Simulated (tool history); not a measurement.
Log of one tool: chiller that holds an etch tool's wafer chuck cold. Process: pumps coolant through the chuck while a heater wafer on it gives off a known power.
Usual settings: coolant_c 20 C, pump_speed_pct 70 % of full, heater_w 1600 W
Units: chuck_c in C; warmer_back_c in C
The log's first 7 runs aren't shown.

{"run": 8, "day": 16.158, "coolant_c": 20, "pump_speed_pct": 70, "heater_w": 1600, "chuck_c": 35.4, "warmer_back_c": 4.18}
{"run": 9, "day": 17.938, "coolant_c": 20, "pump_speed_pct": 70, "heater_w": 1600, "chuck_c": 35.4, "warmer_back_c": 4.19}
{"day": 19.125, "done": "coolant changed, channels flushed"}
{"run": 10, "day": 20.867, "coolant_c": 20, "pump_speed_pct": 70, "heater_w": 1600, "chuck_c": 35.4, "warmer_back_c": 4.21}
{"run": 11, "day": 23.238, "coolant_c": 20, "pump_speed_pct": 70, "heater_w": 1600, "chuck_c": 35.2, "warmer_back_c": 4.18}
{"run": 12, "day": 25.296, "coolant_c": 20, "pump_speed_pct": 70, "heater_w": 1600, "chuck_c": 35.3, "warmer_back_c": 4.21}
{"run": 13, "day": 28.671, "coolant_c": 23, "pump_speed_pct": 70, "heater_w": 1600, "chuck_c": 38.3, "warmer_back_c": 4.24}
{"run": 14, "day": 30.667, "coolant_c": 23, "pump_speed_pct": 70, "heater_w": 1600, "chuck_c": 38.3, "warmer_back_c": 4.17}
{"run": 15, "day": 33.062, "coolant_c": 20, "pump_speed_pct": 70, "heater_w": 1600, "chuck_c": 35.4, "warmer_back_c": 4.22}
{"run": 16, "day": 34.838, "coolant_c": 20, "pump_speed_pct": 70, "heater_w": 1600, "chuck_c": 35.2, "warmer_back_c": 4.2}
{"run": 17, "day": 37.996, "coolant_c": 29, "pump_speed_pct": 98, "heater_w": 2211, "chuck_c": 46.6, "warmer_back_c": 3.99}
{"run": 18, "day": 41.383, "coolant_c": 15, "pump_speed_pct": 98, "heater_w": 1029, "chuck_c": 23.3, "warmer_back_c": 1.93}
{"run": 19, "day": 43.75, "coolant_c": 21, "pump_speed_pct": 70, "heater_w": 1956, "chuck_c": 39.8, "warmer_back_c": 5.18}
{"run": 20, "day": 46.654, "coolant_c": 27, "pump_speed_pct": 69, "heater_w": 1084, "chuck_c": 37.5, "warmer_back_c": 2.96}
{"run": 21, "day": 49.104, "coolant_c": 27, "pump_speed_pct": 69, "heater_w": 1084, "chuck_c": 37.5, "warmer_back_c": 2.98}
{"run": 22, "day": 52.575, "coolant_c": 27, "pump_speed_pct": 69, "heater_w": 1084, "chuck_c": 37.7, "warmer_back_c": 2.99}
{"run": 23, "day": 54.138, "coolant_c": 12, "pump_speed_pct": 88, "heater_w": 1160, "chuck_c": 21.9, "warmer_back_c": 2.44}
{"run": 24, "day": 57.583, "coolant_c": 14, "pump_speed_pct": 64, "heater_w": 1083, "chuck_c": 24.8, "warmer_back_c": 3.24}

The next listed run, before its measurement:
{"run": 25, "day": 60.8, "coolant_c": 20, "pump_speed_pct": 70, "heater_w": 1128, "chuck_c": "?", "warmer_back_c": "?"}

Run 25 gave chuck_c 30.9 C, warmer_back_c 3.08 C.
Without the tool's hidden state the same run would have given chuck_c 30.9 C, warmer_back_c 2.92 C.

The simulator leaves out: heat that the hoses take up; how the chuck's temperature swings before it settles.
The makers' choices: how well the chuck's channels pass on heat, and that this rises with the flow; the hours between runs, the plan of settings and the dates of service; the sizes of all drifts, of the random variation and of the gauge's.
